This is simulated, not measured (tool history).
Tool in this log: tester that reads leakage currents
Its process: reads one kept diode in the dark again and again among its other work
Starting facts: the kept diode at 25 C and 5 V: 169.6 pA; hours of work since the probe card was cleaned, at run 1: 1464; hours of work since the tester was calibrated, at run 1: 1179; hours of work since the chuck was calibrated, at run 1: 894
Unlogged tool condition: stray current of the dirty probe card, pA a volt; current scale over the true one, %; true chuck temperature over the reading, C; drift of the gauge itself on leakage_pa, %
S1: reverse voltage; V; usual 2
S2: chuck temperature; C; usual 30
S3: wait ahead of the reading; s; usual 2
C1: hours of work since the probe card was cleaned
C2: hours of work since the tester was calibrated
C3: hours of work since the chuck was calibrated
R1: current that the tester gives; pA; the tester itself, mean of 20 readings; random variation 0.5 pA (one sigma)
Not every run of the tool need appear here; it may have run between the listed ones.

run 1 hour=0 | S1=2 S2=30 S3=2 | C1=1464 C2=1179 C3=894 | R1=158.71
run 2 hour=59 | S1=2 S2=30 S3=2 | C1=1505 C2=1220 C3=935 | R1=159.57
run 3 hour=135 | S1=2 S2=30 S3=2 | C1=1558 C2=1273 C3=988 | R1=158.79
run 4 hour=274.3 | S1=2 S2=30 S3=2 | C1=1656 C2=1371 C3=1086 | R1=157.68
run 5 hour=360.9 | S1=2 S2=30 S3=2 | C1=1716 C2=1431 C3=1146 | R1=157.39
run 6 hour=470.2 | S1=2 S2=30 S3=2 | C1=1793 C2=1508 C3=1223 | R1=157.47
run 7 hour=599.7 | S1=2 S2=30 S3=2 | C1=1883 C2=1598 C3=1313 | R1=156.67
run 8 hour=666.3 | S1=2 S2=30 S3=2 | C1=1930 C2=1645 C3=1360 | R1=157.11
run 9 hour=762 | S1=11.19 S2=30 S3=2 | C1=1997 C2=1712 C3=1426 | R1=367.24
run 10 hour=849.5 | S1=11.19 S2=30 S3=2 | C1=2058 C2=1773 C3=1488 | R1=366
run 11 hour=941.9 | S1=11.19 S2=30 S3=2 | C1=2122 C2=1837 C3=1552 | R1=365.75
run 12 hour=1009.5 | S1=11.19 S2=30 S3=2 | C1=2170 C2=1885 C3=1600 | R1=363.09
run 13 hour=1078.6 | S1=11.19 S2=30 S3=2 | C1=2218 C2=1933 C3=1648 | R1=363.69
run 14 hour=1193.9 | S1=11.19 S2=30 S3=2 | C1=2299 C2=2014 C3=1728 | R1=363.15
run 15 hour=1320.7 | S1=11.19 S2=30 S3=2 | C1=2387 C2=2102 C3=1817 | R1=361.77
run 16 hour=1396.7 | S1=11.19 S2=30 S3=2 | C1=2440 C2=2155 C3=1870 | R1=360.06
run 17 hour=1520.9 | S1=11.19 S2=30 S3=2 | C1=2527 C2=2242 C3=1957 | R1=360.47
-- hour=1549.3 chuck's temperature calibrated
run 18 hour=1639.1 | S1=11.19 S2=30 S3=2 | C1=2608 C2=2323 C3=63 | R1=392.6
run 19 hour=1780.2 | S1=2 S2=24 S3=2 | C1=2707 C2=2422 C3=161 | R1=103.98
run 20 hour=1862.3 | S1=11.12 S2=45 S3=4.45 | C1=2764 C2=2479 C3=219 | R1=1178.89
run 21 hour=1994.3 | S1=2.29 S2=21 S3=0.62 | C1=2857 C2=2572 C3=311 | R1=87.69
run 22 hour=2052.5 | S1=2 S2=39 S3=3.45 | C1=2897 C2=2612 C3=352 | R1=330.31
run 23 hour=2128.4 | S1=2 S2=39 S3=3.45 | C1=2950 C2=2665 C3=405 | R1=329.44
run 24 hour=2213.6 | S1=4.01 S2=56 S3=2 | C1=3010 C2=2725 C3=464 | R1=1520.27
run 25 hour=2280.3 | S1=4.74 S2=44 S3=2 | C1=3057 C2=2772 C3=511 | R1=713.25
run 26 hour=2353.3 | S1=4.74 S2=44 S3=2 | C1=3108 C2=2823 C3=562 | R1=714.81
run 27 hour=2488.6 | S1=2 S2=42 S3=2 | C1=3202 C2=2917 C3=657 | R1=404.28
run 28 hour=2583.6 | S1=19.6 S2=43 S3=2 | C1=3269 C2=2984 C3=723 | R1=1320.71
run 29 hour=2720.3 | S1=2 S2=30 S3=4.16 | C1=3364 C2=3079 C3=819 | R1=163.13
-- hour=2789.3 probe card cleaned and baked
run 30 hour=2851.2 | S1=8.24 S2=22 S3=1.81 | C1=43 C2=3169 C3=908 | R1=163.18
run 31 hour=2911 | S1=8.24 S2=22 S3=1.81 | C1=85 C2=3210 C3=950 | R1=163.59
run 32 hour=2975.4 | S1=8.24 S2=22 S3=1.81 | C1=130 C2=3255 C3=995 | R1=163.13
run 33 hour=3068.4 | S1=3.95 S2=58 S3=0.63 | C1=195 C2=3320 C3=1060 | R1=1682.53

What will run 34 give?
run 34 hour=3126.6 | S1=2 S2=25 S3=2 | C1=236 C2=3361 C3=1100 | R1=?

{"run 34": {"R1": 105.33}}
On a tool with no hidden condition, and with the same random variation, this run would have come out at R1 109.59 pA.
